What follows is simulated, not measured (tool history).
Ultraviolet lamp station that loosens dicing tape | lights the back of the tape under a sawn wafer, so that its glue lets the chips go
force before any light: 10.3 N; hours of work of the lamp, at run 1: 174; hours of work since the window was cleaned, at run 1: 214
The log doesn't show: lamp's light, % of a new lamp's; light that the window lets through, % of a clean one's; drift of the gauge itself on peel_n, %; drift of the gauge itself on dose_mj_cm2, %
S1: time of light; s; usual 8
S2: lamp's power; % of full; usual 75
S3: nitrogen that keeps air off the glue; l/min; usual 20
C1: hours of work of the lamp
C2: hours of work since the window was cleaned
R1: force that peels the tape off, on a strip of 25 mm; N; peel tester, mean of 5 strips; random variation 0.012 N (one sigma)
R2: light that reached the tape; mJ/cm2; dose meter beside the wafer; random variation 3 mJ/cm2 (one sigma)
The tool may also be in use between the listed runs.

Run 1, day 0: usual settings; C1 174; C2 214. Result: R1 0.632 N, R2 432 mJ/cm2.
Run 2, day 0.396: usual settings; C1 178; C2 218. Result: R1 0.668 N, R2 427 mJ/cm2.
Run 3, day 0.754: usual settings; C1 182; C2 222. Result: R1 0.636 N, R2 431 mJ/cm2.
Run 4, day 0.962: usual settings; C1 185; C2 225. Result: R1 0.681 N, R2 426 mJ/cm2.
Run 5, day 1.246: usual settings but S3 38 l/min; C1 188; C2 228. Result: R1 0.434 N, R2 428 mJ/cm2.
Run 6, day 1.583: usual settings but S1 5 s; C1 192; C2 232. Result: R1 1.709 N, R2 267 mJ/cm2.
Run 7, day 1.796: usual settings but S1 14 s; C1 195; C2 235. Result: R1 0.229 N, R2 751 mJ/cm2.
Run 8, day 2.129: usual settings but S1 14 s; C1 199; C2 239. Result: R1 0.209 N, R2 744 mJ/cm2.
Run 9, day 2.383: usual settings but S3 9 l/min; C1 202; C2 242. Result: R1 1.25 N, R2 432 mJ/cm2.
Run 10, day 2.546: usual settings but S3 9 l/min; C1 204; C2 244. Result: R1 1.26 N, R2 423 mJ/cm2.
Run 11, day 2.738: usual settings; C1 206; C2 246. Result: R1 0.665 N, R2 425 mJ/cm2.
Run 12, day 3.092: usual settings; C1 210; C2 250. Result: R1 0.692 N, R2 426 mJ/cm2.
Run 13, day 3.396: usual settings; C1 214; C2 254. Result: R1 0.695 N, R2 426 mJ/cm2.
Run 14, day 3.604: usual settings; C1 216; C2 256. Result: R1 0.657 N, R2 422 mJ/cm2.
Run 15, day 3.908: usual settings but S2 63 % of full; C1 220; C2 260. Result: R1 0.966 N, R2 355 mJ/cm2.
Run 16, day 4.254: usual settings but S2 100 % of full, S3 38 l/min; C1 224; C2 264. Result: R1 0.26 N, R2 564 mJ/cm2.
Run 17, day 4.45: usual settings but S1 7 s, S2 98 % of full, S3 37 l/min; C1 226; C2 266. Result: R1 0.323 N, R2 480 mJ/cm2.
Run 18, day 4.675: usual settings but S1 7 s, S2 98 % of full, S3 37 l/min; C1 229; C2 269. Result: R1 0.348 N, R2 487 mJ/cm2.
At day 4.996: window cleaned of glue's vapour.
Run 19, day 5.008: usual settings but S1 7 s, S2 98 % of full, S3 37 l/min; C1 232; C2 0. Result: R1 0.315 N, R2 495 mJ/cm2.
Run 20, day 5.35: usual settings but S1 5 s, S2 93 % of full; C1 236; C2 4. Result: R1 1.07 N, R2 341 mJ/cm2.
Run 21, day 5.625: usual settings but S1 5 s, S2 93 % of full; C1 240; C2 7. Result: R1 1.101 N, R2 339 mJ/cm2.
Run 22, day 5.892: usual settings but S2 95 % of full, S3 36 l/min; C1 243; C2 11. Result: R1 0.273 N, R2 548 mJ/cm2.

3 ways to go on from here, each from the tool as it stands after run 22. What would each give?
Run A, day 6.071: usual settings but S1 5 s, S2 98 % of full, S3 16 l/min; C1 245; C2 13. Result: R1 ?, R2 ?.
Run B, day 6.071: usual settings but S2 74 % of full, S3 36 l/min; C1 245; C2 13. Result: R1 ?, R2 ?.
Run C, day 6.071: usual settings but S1 14 s, S2 63 % of full; C1 245; C2 13. Result: R1 ?, R2 ?.

run     R1   R2
  A  1.166  353
  B  0.454  424
  C  0.271  643
Without the tool's hidden state the same runs would have given:
run     R1   R2
  A  1.056  371
  B  0.407  445
  C  0.249  676
